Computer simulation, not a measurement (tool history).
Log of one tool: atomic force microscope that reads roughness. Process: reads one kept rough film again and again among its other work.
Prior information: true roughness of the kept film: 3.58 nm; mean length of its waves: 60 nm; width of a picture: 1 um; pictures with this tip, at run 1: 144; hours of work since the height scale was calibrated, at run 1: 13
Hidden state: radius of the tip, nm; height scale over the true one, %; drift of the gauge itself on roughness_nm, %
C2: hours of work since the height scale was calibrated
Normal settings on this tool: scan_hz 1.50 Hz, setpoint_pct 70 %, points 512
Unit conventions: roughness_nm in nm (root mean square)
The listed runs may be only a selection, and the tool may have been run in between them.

{"run": 1, "hour": 0.0, "scan_hz": 1.5, "setpoint_pct": 70, "points": 512, "pictures with this tip": 144, "C2": 13, "roughness_nm": 3.219}
{"run": 2, "hour": 5.0, "scan_hz": 1.5, "setpoint_pct": 70, "points": 612, "pictures with this tip": 153, "C2": 16, "roughness_nm": 3.161}
{"run": 3, "hour": 10.1, "scan_hz": 1.5, "setpoint_pct": 70, "points": 612, "pictures with this tip": 161, "C2": 18, "roughness_nm": 3.197}
{"run": 4, "hour": 21.1, "scan_hz": 1.5, "setpoint_pct": 70, "points": 512, "pictures with this tip": 180, "C2": 23, "roughness_nm": 3.148}
{"run": 5, "hour": 27.9, "scan_hz": 1.5, "setpoint_pct": 70, "points": 512, "pictures with this tip": 191, "C2": 27, "roughness_nm": 3.157}
{"run": 6, "hour": 38.3, "scan_hz": 1.5, "setpoint_pct": 70, "points": 512, "pictures with this tip": 209, "C2": 32, "roughness_nm": 3.152}
{"run": 7, "hour": 44.9, "scan_hz": 1.5, "setpoint_pct": 70, "points": 512, "pictures with this tip": 220, "C2": 35, "roughness_nm": 3.156}
{"run": 8, "hour": 53.1, "scan_hz": 1.5, "setpoint_pct": 70, "points": 512, "pictures with this tip": 233, "C2": 39, "roughness_nm": 3.168}
{"run": 9, "hour": 64.3, "scan_hz": 1.5, "setpoint_pct": 70, "points": 544, "pictures with this tip": 252, "C2": 45, "roughness_nm": 3.143}
{"run": 10, "hour": 73.0, "scan_hz": 0.6, "setpoint_pct": 62, "points": 353, "pictures with this tip": 267, "C2": 49, "roughness_nm": 3.246}
{"run": 11, "hour": 79.2, "scan_hz": 0.6, "setpoint_pct": 74, "points": 759, "pictures with this tip": 277, "C2": 52, "roughness_nm": 3.196}
{"run": 12, "hour": 86.1, "scan_hz": 0.6, "setpoint_pct": 74, "points": 759, "pictures with this tip": 288, "C2": 55, "roughness_nm": 3.212}
{"run": 13, "hour": 98.2, "scan_hz": 0.6, "setpoint_pct": 74, "points": 759, "pictures with this tip": 309, "C2": 61, "roughness_nm": 3.173}
{"run": 14, "hour": 109.3, "scan_hz": 1.5, "setpoint_pct": 85, "points": 409, "pictures with this tip": 327, "C2": 66, "roughness_nm": 2.901}
{"run": 15, "hour": 119.6, "scan_hz": 0.69, "setpoint_pct": 70, "points": 399, "pictures with this tip": 344, "C2": 72, "roughness_nm": 3.177}
{"run": 16, "hour": 126.6, "scan_hz": 1.9, "setpoint_pct": 70, "points": 952, "pictures with this tip": 356, "C2": 75, "roughness_nm": 3.028}
{"run": 17, "hour": 134.0, "scan_hz": 1.09, "setpoint_pct": 56, "points": 346, "pictures with this tip": 369, "C2": 79, "roughness_nm": 3.184}
{"hour": 139.9, "done": "new tip fitted"}
{"run": 18, "hour": 144.0, "scan_hz": 1.09, "setpoint_pct": 56, "points": 346, "pictures with this tip": 6, "C2": 83, "roughness_nm": 3.345}

What would each run have given without the hidden state, its run-to-run variation left as it was?
run=1 roughness_nm=3.296
run=2 roughness_nm=3.242
run=3 roughness_nm=3.283
run=4 roughness_nm=3.241
run=5 roughness_nm=3.256
run=6 roughness_nm=3.260
run=7 roughness_nm=3.269
run=8 roughness_nm=3.289
run=9 roughness_nm=3.273
run=10 roughness_nm=3.389
run=11 roughness_nm=3.340
run=12 roughness_nm=3.363
run=13 roughness_nm=3.334
run=14 roughness_nm=3.056
run=15 roughness_nm=3.356
run=16 roughness_nm=3.204
run=17 roughness_nm=3.376
run=18 roughness_nm=3.359
